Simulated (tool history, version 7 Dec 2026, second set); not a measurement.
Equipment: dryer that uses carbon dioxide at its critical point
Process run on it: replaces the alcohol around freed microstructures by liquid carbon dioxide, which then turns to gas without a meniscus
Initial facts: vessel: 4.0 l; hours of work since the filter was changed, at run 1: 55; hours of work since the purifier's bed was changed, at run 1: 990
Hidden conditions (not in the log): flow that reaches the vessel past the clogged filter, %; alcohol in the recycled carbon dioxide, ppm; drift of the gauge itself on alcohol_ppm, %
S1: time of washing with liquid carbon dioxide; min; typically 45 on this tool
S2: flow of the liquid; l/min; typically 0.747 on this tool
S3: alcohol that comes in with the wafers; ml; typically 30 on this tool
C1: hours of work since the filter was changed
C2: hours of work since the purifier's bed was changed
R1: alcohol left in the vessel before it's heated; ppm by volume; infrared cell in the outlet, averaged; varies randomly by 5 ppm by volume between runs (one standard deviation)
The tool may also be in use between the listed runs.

Run 1, day 0: usual settings; C1 55; C2 990. Result: R1 223 ppm by volume.
Run 2, day 2.004: usual settings; C1 81; C2 1016. Result: R1 220 ppm by volume.
Run 3, day 3.917: usual settings but S3 51 ml; C1 107; C2 1042. Result: R1 235 ppm by volume.
Run 4, day 5.733: usual settings but S3 51 ml; C1 131; C2 1066. Result: R1 246 ppm by volume.
Run 5, day 6.788: usual settings but S3 51 ml; C1 145; C2 1080. Result: R1 233 ppm by volume.
Run 6, day 8.021: usual settings but S1 43 min; C1 161; C2 1096. Result: R1 237 ppm by volume.
Run 7, day 9.875: usual settings but S1 43 min; C1 186; C2 1121. Result: R1 255 ppm by volume.
Run 8, day 11.75: usual settings but S3 50 ml; C1 211; C2 1145. Result: R1 257 ppm by volume.
At day 11.921: inlet filter changed.
Run 9, day 13.546: usual settings but S3 50 ml; C1 22; C2 1169. Result: R1 252 ppm by volume.
Run 10, day 15.633: usual settings but S2 0.688 l/min; C1 49; C2 1196. Result: R1 244 ppm by volume.
Run 11, day 17.917: usual settings but S2 0.905 l/min; C1 79; C2 1227. Result: R1 249 ppm by volume.
Run 12, day 18.908: usual settings but S2 0.905 l/min; C1 93; C2 1240. Result: R1 256 ppm by volume.
Run 13, day 20.812: usual settings but S2 0.905 l/min; C1 118; C2 1265. Result: R1 260 ppm by volume.
Run 14, day 22.35: usual settings but S2 0.905 l/min; C1 138; C2 1285. Result: R1 266 ppm by volume.
Run 15, day 23.542: usual settings but S2 0.905 l/min; C1 154; C2 1301. Result: R1 270 ppm by volume.
Run 16, day 25.346: usual settings but S1 55 min; C1 178; C2 1325. Result: R1 273 ppm by volume.
Run 17, day 27.621: usual settings; C1 208; C2 1355. Result: R1 291 ppm by volume.
At day 28.042: inlet filter changed.
Run 18, day 29.771: usual settings; C1 23; C2 1383. Result: R1 288 ppm by volume.
At day 30.25: purifier's bed changed.
Run 19, day 32.096: usual settings; C1 52; C2 24. Result: R1 20 ppm by volume.
Run 20, day 34.354: usual settings; C1 82; C2 54. Result: R1 20 ppm by volume.
Run 21, day 35.808: usual settings; C1 101; C2 74. Result: R1 19 ppm by volume.
Run 22, day 37.925: usual settings; C1 129; C2 102. Result: R1 27 ppm by volume.
Run 23, day 39.175: usual settings but S1 55 min; C1 146; C2 118. Result: R1 26 ppm by volume.
Run 24, day 40.95: usual settings but S2 0.769 l/min; C1 169; C2 142. Result: R1 39 ppm by volume.
Run 25, day 43.162: usual settings but S2 0.737 l/min, S3 54 ml; C1 199; C2 171. Result: R1 56 ppm by volume.
At day 44.158: inlet filter changed.
Run 26, day 45.225: usual settings but S3 21 ml; C1 14; C2 198. Result: R1 53 ppm by volume.
Run 27, day 46.862: usual settings but S1 34 min, S2 0.565 l/min, S3 105 ml; C1 36; C2 220. Result: R1 414 ppm by volume.
Run 28, day 48.754: usual settings but S1 34 min, S2 0.565 l/min, S3 105 ml; C1 61; C2 245. Result: R1 460 ppm by volume.
Run 29, day 51.083: usual settings but S1 27 min, S2 0.554 l/min, S3 91 ml; C1 92; C2 275. Result: R1 1054 ppm by volume.
Run 30, day 53.075: usual settings but S1 66 min, S2 0.689 l/min, S3 91 ml; C1 118; C2 302. Result: R1 63 ppm by volume.
Run 31, day 54.25: usual settings but S1 66 min, S2 0.689 l/min, S3 91 ml; C1 134; C2 317. Result: R1 61 ppm by volume.
Run 32, day 55.429: usual settings but S1 66 min, S2 0.689 l/min, S3 91 ml; C1 149; C2 333. Result: R1 75 ppm by volume.
Run 33, day 57.504: usual settings but S1 66 min, S2 1.044 l/min, S3 22 ml; C1 177; C2 361. Result: R1 78 ppm by volume.
Run 34, day 59.625: usual settings but S1 66 min, S2 1.044 l/min, S3 22 ml; C1 205; C2 389. Result: R1 90 ppm by volume.
At day 60.225: inlet filter changed.
Run 35, day 61.167: usual settings but S1 67 min, S2 1.044 l/min, S3 22 ml; C1 12; C2 409. Result: R1 94 ppm by volume.
Run 36, day 62.992: usual settings but S2 1.022 l/min; C1 37; C2 433. Result: R1 93 ppm by volume.
Run 37, day 64.088: usual settings but S2 1.022 l/min, S3 39 ml; C1 51; C2 447. Result: R1 102 ppm by volume.
Run 38, day 66.192: usual settings but S2 1.022 l/min, S3 39 ml; C1 79; C2 475. Result: R1 107 ppm by volume.
Run 39, day 67.383: usual settings but S2 0.618 l/min, S3 40 ml; C1 95; C2 491. Result: R1 129 ppm by volume.
Run 40, day 69.379: usual settings but S2 0.615 l/min, S3 26 ml; C1 121; C2 517. Result: R1 131 ppm by volume.
Run 41, day 71.467: usual settings but S1 65 min, S2 0.47 l/min; C1 149; C2 545. Result: R1 122 ppm by volume.
Run 42, day 73.008: usual settings but S1 65 min, S2 0.47 l/min; C1 169; C2 565. Result: R1 144 ppm by volume.
Run 43, day 74.725: usual settings but S1 63 min, S2 0.6 l/min; C1 192; C2 588. Result: R1 120 ppm by volume.
At day 76.262: inlet filter changed.
Run 44, day 77.05: usual settings but S1 63 min, S2 0.6 l/min; C1 10; C2 618. Result: R1 124 ppm by volume.
Run 45, day 78.321: usual settings but S1 49 min, S2 1.249 l/min, S3 26 ml; C1 27; C2 635. Result: R1 130 ppm by volume.
Run 46, day 80.496: usual settings but S1 59 min, S2 0.537 l/min, S3 26 ml; C1 56; C2 664. Result: R1 148 ppm by volume.
Run 47, day 81.671: usual settings but S3 64 ml; C1 72; C2 680. Result: R1 160 ppm by volume.
Run 48, day 83.838: usual settings but S3 64 ml; C1 100; C2 708. Result: R1 158 ppm by volume.

Across each entry between runs, compare the hidden state at the last listed run before it with the hidden state at the first listed run after it:
From run 8 to run 9: inlet filter changed (day 11.921)
  flow that reaches the vessel past the clogged filter, %: 82.4 -> 98.2; alcohol in the recycled carbon dioxide, ppm: 238.4 -> 243.3
  what was measured, less what the result would be without the hidden state, R1: +245 -> +243 ppm by volume
From run 17 to run 18: inlet filter changed (day 28.042)
  flow that reaches the vessel past the clogged filter, %: 83.6 -> 97.8; alcohol in the recycled carbon dioxide, ppm: 279.6 -> 284.8
  what was measured, less what the result would be without the hidden state, R1: +282 -> +280 ppm by volume
From run 18 to run 19: purifier's bed changed (day 30.25)
  flow that reaches the vessel past the clogged filter, %: 97.8 -> 95.6; alcohol in the recycled carbon dioxide, ppm: 284.8 -> 10.2
  what was measured, less what the result would be without the hidden state, R1: +280 -> +7 ppm by volume
From run 25 to run 26: inlet filter changed (day 44.158)
  flow that reaches the vessel past the clogged filter, %: 84.5 -> 98.7; alcohol in the recycled carbon dioxide, ppm: 39.3 -> 44.3
  what was measured, less what the result would be without the hidden state, R1: +50 -> +40 ppm by volume
From run 34 to run 35: inlet filter changed (day 60.225)
  flow that reaches the vessel past the clogged filter, %: 84.1 -> 98.7; alcohol in the recycled carbon dioxide, ppm: 82.2 -> 86.3
  what was measured, less what the result would be without the hidden state, R1: +80 -> +80 ppm by volume
From run 43 to run 44: inlet filter changed (day 76.262)
  flow that reaches the vessel past the clogged filter, %: 84.5 -> 99; alcohol in the recycled carbon dioxide, ppm: 122.3 -> 128.2
  what was measured, less what the result would be without the hidden state, R1: +117 -> +123 ppm by volume
